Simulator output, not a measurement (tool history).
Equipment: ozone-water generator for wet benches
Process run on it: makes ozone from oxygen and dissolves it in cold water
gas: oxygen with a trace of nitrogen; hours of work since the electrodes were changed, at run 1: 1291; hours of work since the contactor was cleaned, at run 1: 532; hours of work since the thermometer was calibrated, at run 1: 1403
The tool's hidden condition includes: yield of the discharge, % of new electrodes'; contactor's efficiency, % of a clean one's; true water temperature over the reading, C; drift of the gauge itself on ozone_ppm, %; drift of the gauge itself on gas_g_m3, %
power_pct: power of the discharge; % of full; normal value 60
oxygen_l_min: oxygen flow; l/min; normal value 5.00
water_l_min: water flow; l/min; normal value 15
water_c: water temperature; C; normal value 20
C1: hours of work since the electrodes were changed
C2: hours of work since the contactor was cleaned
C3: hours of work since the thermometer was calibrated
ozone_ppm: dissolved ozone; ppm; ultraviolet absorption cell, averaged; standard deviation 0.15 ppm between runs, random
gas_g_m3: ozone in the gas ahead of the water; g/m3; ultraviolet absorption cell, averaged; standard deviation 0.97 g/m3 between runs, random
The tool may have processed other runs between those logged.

{"run": 1, "hour": 0.0, "power_pct": 60, "oxygen_l_min": 5.0, "water_l_min": 15, "water_c": 20, "C1": 1291, "C2": 532, "C3": 1403, "ozone_ppm": 17.6, "gas_g_m3": 161.2}
{"run": 2, "hour": 32.2, "power_pct": 60, "oxygen_l_min": 5.0, "water_l_min": 15, "water_c": 20, "C1": 1317, "C2": 558, "C3": 1429, "ozone_ppm": 17.8, "gas_g_m3": 160.6}
{"run": 3, "hour": 73.9, "power_pct": 60, "oxygen_l_min": 5.0, "water_l_min": 15, "water_c": 20, "C1": 1351, "C2": 592, "C3": 1463, "ozone_ppm": 17.6, "gas_g_m3": 159.7}
{"run": 4, "hour": 118.4, "power_pct": 60, "oxygen_l_min": 5.0, "water_l_min": 15, "water_c": 20, "C1": 1387, "C2": 628, "C3": 1499, "ozone_ppm": 17.7, "gas_g_m3": 160.6}
{"run": 5, "hour": 156.6, "power_pct": 60, "oxygen_l_min": 5.0, "water_l_min": 15, "water_c": 20, "C1": 1418, "C2": 659, "C3": 1530, "ozone_ppm": 17.2, "gas_g_m3": 159.4}
{"run": 6, "hour": 186.7, "power_pct": 60, "oxygen_l_min": 5.0, "water_l_min": 15, "water_c": 20, "C1": 1442, "C2": 683, "C3": 1554, "ozone_ppm": 17.7, "gas_g_m3": 160.2}
{"run": 7, "hour": 229.5, "power_pct": 60, "oxygen_l_min": 5.0, "water_l_min": 15, "water_c": 20, "C1": 1477, "C2": 718, "C3": 1589, "ozone_ppm": 17.5, "gas_g_m3": 159.6}
{"run": 8, "hour": 268.0, "power_pct": 60, "oxygen_l_min": 5.0, "water_l_min": 15, "water_c": 20, "C1": 1508, "C2": 749, "C3": 1620, "ozone_ppm": 17.5, "gas_g_m3": 159.1}
{"run": 9, "hour": 292.9, "power_pct": 60, "oxygen_l_min": 5.0, "water_l_min": 15, "water_c": 15, "C1": 1528, "C2": 769, "C3": 1640, "ozone_ppm": 19.0, "gas_g_m3": 159.7}
{"run": 10, "hour": 315.1, "power_pct": 60, "oxygen_l_min": 5.0, "water_l_min": 15, "water_c": 15, "C1": 1546, "C2": 787, "C3": 1658, "ozone_ppm": 18.9, "gas_g_m3": 160.1}
{"run": 11, "hour": 361.8, "power_pct": 60, "oxygen_l_min": 5.0, "water_l_min": 15, "water_c": 20, "C1": 1584, "C2": 825, "C3": 1696, "ozone_ppm": 17.3, "gas_g_m3": 160.6}
{"run": 12, "hour": 383.4, "power_pct": 60, "oxygen_l_min": 5.0, "water_l_min": 15, "water_c": 20, "C1": 1602, "C2": 843, "C3": 1714, "ozone_ppm": 17.8, "gas_g_m3": 159.1}
{"run": 13, "hour": 412.2, "power_pct": 48, "oxygen_l_min": 3.37, "water_l_min": 23, "water_c": 24, "C1": 1625, "C2": 866, "C3": 1737, "ozone_ppm": 8.6, "gas_g_m3": 154.8}
{"run": 14, "hour": 451.2, "power_pct": 57, "oxygen_l_min": 3.37, "water_l_min": 13, "water_c": 25, "C1": 1657, "C2": 898, "C3": 1769, "ozone_ppm": 17.0, "gas_g_m3": 182.6}
{"run": 15, "hour": 490.8, "power_pct": 57, "oxygen_l_min": 3.37, "water_l_min": 13, "water_c": 25, "C1": 1689, "C2": 930, "C3": 1801, "ozone_ppm": 16.8, "gas_g_m3": 180.2}
{"run": 16, "hour": 538.6, "power_pct": 57, "oxygen_l_min": 3.37, "water_l_min": 13, "water_c": 25, "C1": 1727, "C2": 969, "C3": 1840, "ozone_ppm": 16.7, "gas_g_m3": 181.4}
{"run": 17, "hour": 577.3, "power_pct": 75, "oxygen_l_min": 5.29, "water_l_min": 12, "water_c": 19, "C1": 1759, "C2": 1000, "C3": 1871, "ozone_ppm": 25.4, "gas_g_m3": 189.5}
{"run": 18, "hour": 625.8, "power_pct": 43, "oxygen_l_min": 6.82, "water_l_min": 15, "water_c": 15, "C1": 1798, "C2": 1039, "C3": 1910, "ozone_ppm": 14.3, "gas_g_m3": 103.2}
{"run": 19, "hour": 665.7, "power_pct": 43, "oxygen_l_min": 6.82, "water_l_min": 15, "water_c": 15, "C1": 1830, "C2": 1072, "C3": 1943, "ozone_ppm": 14.2, "gas_g_m3": 102.8}
{"run": 20, "hour": 698.3, "power_pct": 43, "oxygen_l_min": 5.23, "water_l_min": 15, "water_c": 15, "C1": 1857, "C2": 1098, "C3": 1969, "ozone_ppm": 13.9, "gas_g_m3": 115.2}
{"run": 21, "hour": 734.6, "power_pct": 43, "oxygen_l_min": 8.18, "water_l_min": 15, "water_c": 14, "C1": 1886, "C2": 1127, "C3": 1999, "ozone_ppm": 14.3, "gas_g_m3": 95.0}
{"run": 22, "hour": 773.9, "power_pct": 67, "oxygen_l_min": 7.37, "water_l_min": 9, "water_c": 23, "C1": 1918, "C2": 1159, "C3": 2031, "ozone_ppm": 24.2, "gas_g_m3": 146.6}
{"run": 23, "hour": 820.8, "power_pct": 77, "oxygen_l_min": 7.37, "water_l_min": 9, "water_c": 13, "C1": 1956, "C2": 1197, "C3": 2069, "ozone_ppm": 34.6, "gas_g_m3": 167.1}
{"run": 24, "hour": 860.9, "power_pct": 77, "oxygen_l_min": 7.37, "water_l_min": 9, "water_c": 13, "C1": 1989, "C2": 1230, "C3": 2101, "ozone_ppm": 35.2, "gas_g_m3": 165.0}

What if the next run were any one of these 3? Each begins from the tool's condition after run 24:
{"run": "A", "hour": 893.7, "power_pct": 42, "oxygen_l_min": 7.37, "water_l_min": 9, "water_c": 13, "C1": 2015, "C2": 1256, "C3": 2128, "ozone_ppm": "?", "gas_g_m3": "?"}
{"run": "B", "hour": 893.7, "power_pct": 69, "oxygen_l_min": 2.83, "water_l_min": 15, "water_c": 14, "C1": 2015, "C2": 1256, "C3": 2128, "ozone_ppm": "?", "gas_g_m3": "?"}
{"run": "C", "hour": 893.7, "power_pct": 60, "oxygen_l_min": 4.8, "water_l_min": 18, "water_c": 20, "C1": 2015, "C2": 1256, "C3": 2128, "ozone_ppm": "?", "gas_g_m3": "?"}

run=A ozone_ppm=20.3 gas_g_m3=97.6
run=B ozone_ppm=19.4 gas_g_m3=228.8
run=C ozone_ppm=14.5 gas_g_m3=160.9
Without the tool's hidden state the same runs would have given:
run=A ozone_ppm=21.2 gas_g_m3=100.4
run=B ozone_ppm=20.7 gas_g_m3=241.1
run=C ozone_ppm=15.4 gas_g_m3=168.4
